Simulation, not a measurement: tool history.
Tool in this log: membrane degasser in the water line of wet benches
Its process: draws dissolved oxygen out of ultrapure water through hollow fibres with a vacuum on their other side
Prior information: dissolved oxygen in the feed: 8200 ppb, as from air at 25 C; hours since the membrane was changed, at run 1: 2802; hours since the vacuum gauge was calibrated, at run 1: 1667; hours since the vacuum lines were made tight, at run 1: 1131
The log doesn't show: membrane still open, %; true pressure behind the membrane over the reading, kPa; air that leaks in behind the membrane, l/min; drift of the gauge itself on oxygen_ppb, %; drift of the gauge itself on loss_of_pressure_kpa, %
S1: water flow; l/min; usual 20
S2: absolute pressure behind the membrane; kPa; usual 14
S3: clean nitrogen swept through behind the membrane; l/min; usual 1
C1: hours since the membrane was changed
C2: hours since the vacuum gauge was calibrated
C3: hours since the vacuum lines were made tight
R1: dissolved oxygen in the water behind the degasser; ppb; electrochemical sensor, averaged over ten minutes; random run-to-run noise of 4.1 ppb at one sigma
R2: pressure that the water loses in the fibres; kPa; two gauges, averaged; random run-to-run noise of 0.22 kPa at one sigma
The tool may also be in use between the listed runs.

run 1 hour=0 | S1=20 S2=14 S3=1 | C1=2802 C2=1667 C3=1131 | R1=481.6 R2=53.96
run 2 hour=57.6 | S1=20 S2=14 S3=0.86 | C1=2859 C2=1725 C3=1188 | R1=545.8 R2=54.11
run 3 hour=105.7 | S1=20 S2=14 S3=0.86 | C1=2907 C2=1773 C3=1236 | R1=537.3 R2=54.14
run 4 hour=204 | S1=20 S2=8.8 S3=1 | C1=3006 C2=1871 C3=1335 | R1=271.5 R2=53.93
run 5 hour=274.3 | S1=20 S2=14 S3=0.9 | C1=3076 C2=1941 C3=1405 | R1=526.8 R2=53.99
run 6 hour=333.6 | S1=20 S2=14 S3=1 | C1=3135 C2=2001 C3=1464 | R1=482.3 R2=54.47
run 7 hour=396.4 | S1=20 S2=14 S3=1 | C1=3198 C2=2063 C3=1527 | R1=487.1 R2=53.71
run 8 hour=457.5 | S1=20 S2=14 S3=1 | C1=3259 C2=2125 C3=1588 | R1=481.4 R2=53.96
run 9 hour=509.9 | S1=20 S2=14 S3=1 | C1=3312 C2=2177 C3=1641 | R1=481.2 R2=54.15
run 10 hour=563.3 | S1=20 S2=14 S3=1 | C1=3365 C2=2230 C3=1694 | R1=476.8 R2=53.91
run 11 hour=618.3 | S1=20 S2=9.5 S3=1 | C1=3420 C2=2285 C3=1749 | R1=295 R2=53.95
run 12 hour=662.9 | S1=20 S2=9.5 S3=1 | C1=3464 C2=2330 C3=1794 | R1=300.2 R2=54.57
run 13 hour=735.5 | S1=14 S2=14 S3=1 | C1=3537 C2=2402 C3=1866 | R1=341.3 R2=38.11
run 14 hour=820.9 | S1=14 S2=14 S3=1 | C1=3622 C2=2488 C3=1952 | R1=344.1 R2=37.99
run 15 hour=922.9 | S1=14 S2=14 S3=1 | C1=3724 C2=2590 C3=2054 | R1=345.4 R2=38.14
run 16 hour=1026.1 | S1=14 S2=14 S3=1 | C1=3828 C2=2693 C3=2157 | R1=337.2 R2=37.85
run 17 hour=1116.9 | S1=25 S2=30.3 S3=1.4 | C1=3918 C2=2784 C3=2248 | R1=1032.5 R2=67.85
run 18 hour=1212.7 | S1=25 S2=30.3 S3=2.17 | C1=4014 C2=2880 C3=2343 | R1=731.1 R2=67.99
run 19 hour=1262 | S1=28 S2=19.5 S3=0.41 | C1=4064 C2=2929 C3=2393 | R1=1749.3 R2=75.89
run 20 hour=1336.7 | S1=28 S2=19.5 S3=0.41 | C1=4138 C2=3004 C3=2467 | R1=1728.9 R2=76.46
run 21 hour=1416.9 | S1=28 S2=19.5 S3=0.41 | C1=4218 C2=3084 C3=2548 | R1=1720.6 R2=76.38
-- hour=1445.6 vacuum gauge calibrated
run 22 hour=1509.8 | S1=18 S2=19.5 S3=2.19 | C1=4311 C2=64 C3=2640 | R1=325.5 R2=48.67
run 23 hour=1565.5 | S1=14 S2=12.8 S3=2.81 | C1=4367 C2=120 C3=2696 | R1=116.8 R2=38.11
run 24 hour=1649.2 | S1=14 S2=12.8 S3=2.81 | C1=4450 C2=204 C3=2779 | R1=120 R2=38.42
run 25 hour=1731.3 | S1=14 S2=12.8 S3=2.81 | C1=4532 C2=286 C3=2861 | R1=119.8 R2=38.31
run 26 hour=1779.1 | S1=22 S2=10.2 S3=1.39 | C1=4580 C2=333 C3=2909 | R1=287.7 R2=60.69
run 27 hour=1824.1 | S1=20 S2=8.8 S3=2.45 | C1=4625 C2=378 C3=2954 | R1=133.4 R2=54.59
run 28 hour=1912.5 | S1=30 S2=21.3 S3=0.76 | C1=4714 C2=467 C3=3043 | R1=1352.6 R2=81.81
run 29 hour=1992.2 | S1=30 S2=21.3 S3=0.76 | C1=4793 C2=547 C3=3122 | R1=1329.7 R2=82.1
run 30 hour=2049.8 | S1=31 S2=14 S3=0.54 | C1=4851 C2=604 C3=3180 | R1=1145.2 R2=84.9
run 31 hour=2134.4 | S1=20 S2=11.2 S3=1.34 | C1=4935 C2=689 C3=3265 | R1=288.6 R2=54.86

Predict each of these 4 candidate next runs independently; none follows another, all start after run 31:
-- hour=2188.5 seals of the vacuum lines changed
run A hour=2225.3 | S1=27 S2=28.8 S3=1.11 | C1=5024 C2=778 C3=37 | R1=? R2=?
-- hour=2188.5 seals of the vacuum lines changed
run B hour=2225.3 | S1=20 S2=32.4 S3=1 | C1=5024 C2=778 C3=37 | R1=? R2=?
-- hour=2188.5 seals of the vacuum lines changed
run C hour=2225.3 | S1=20 S2=24.8 S3=0.52 | C1=5024 C2=778 C3=37 | R1=? R2=?
-- hour=2188.5 seals of the vacuum lines changed
run D hour=2225.3 | S1=20 S2=11.2 S3=1 | C1=5024 C2=778 C3=37 | R1=? R2=?

run=A R1=1236.6 R2=73.84
run=B R1=1166.4 R2=55.26
run=C R1=1445.2 R2=54.97
run=D R1=367.3 R2=55.01
Without the tool's unlogged condition, the same runs would have read:
run=A R1=1236.4 R2=72.41
run=B R1=1166.2 R2=54.19
run=C R1=1445.1 R2=53.9
run=D R1=367.1 R2=53.95
